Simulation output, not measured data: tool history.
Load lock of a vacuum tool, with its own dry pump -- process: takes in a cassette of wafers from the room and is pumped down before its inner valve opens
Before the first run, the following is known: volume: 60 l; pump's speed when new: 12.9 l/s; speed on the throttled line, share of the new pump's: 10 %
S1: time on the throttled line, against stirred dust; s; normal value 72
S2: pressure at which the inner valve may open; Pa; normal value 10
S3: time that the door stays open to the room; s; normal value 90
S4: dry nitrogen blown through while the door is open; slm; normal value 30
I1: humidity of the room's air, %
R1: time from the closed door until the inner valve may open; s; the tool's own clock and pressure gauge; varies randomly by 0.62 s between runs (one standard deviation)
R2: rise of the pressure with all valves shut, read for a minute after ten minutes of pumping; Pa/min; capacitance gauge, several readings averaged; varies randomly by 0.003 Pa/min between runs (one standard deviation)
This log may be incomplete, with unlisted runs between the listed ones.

run 1 day=0 | S1=72 S2=10 S3=90 S4=30 | I1=42.9 | R1=108.1 R2=0.385
run 2 day=4.579 | S1=72 S2=10 S3=90 S4=30 | I1=45.6 | R1=109.5 R2=0.391
run 3 day=9.054 | S1=72 S2=10 S3=90 S4=30 | I1=47.8 | R1=109 R2=0.394
run 4 day=12.921 | S1=72 S2=10 S3=90 S4=30 | I1=46.9 | R1=109 R2=0.415
run 5 day=18.221 | S1=72 S2=10 S3=90 S4=14 | I1=46.6 | R1=108.4 R2=0.425
run 6 day=22.608 | S1=72 S2=10 S3=90 S4=14 | I1=46.1 | R1=109.5 R2=0.438
run 7 day=28.112 | S1=72 S2=10 S3=90 S4=14 | I1=49.3 | R1=109.2 R2=0.444
run 8 day=30.896 | S1=72 S2=10 S3=90 S4=14 | I1=43.9 | R1=108.8 R2=0.438

For run 9, what comes out?
run 9 day=34.042 | S1=72 S2=10 S3=90 S4=14 | I1=44.1 | R1=? R2=?

{"run 9": {"R1": 109.6, "R2": 0.444}}
Without the tool's hidden state the same run would have given R1 108.2 s, R2 0.057 Pa/min.
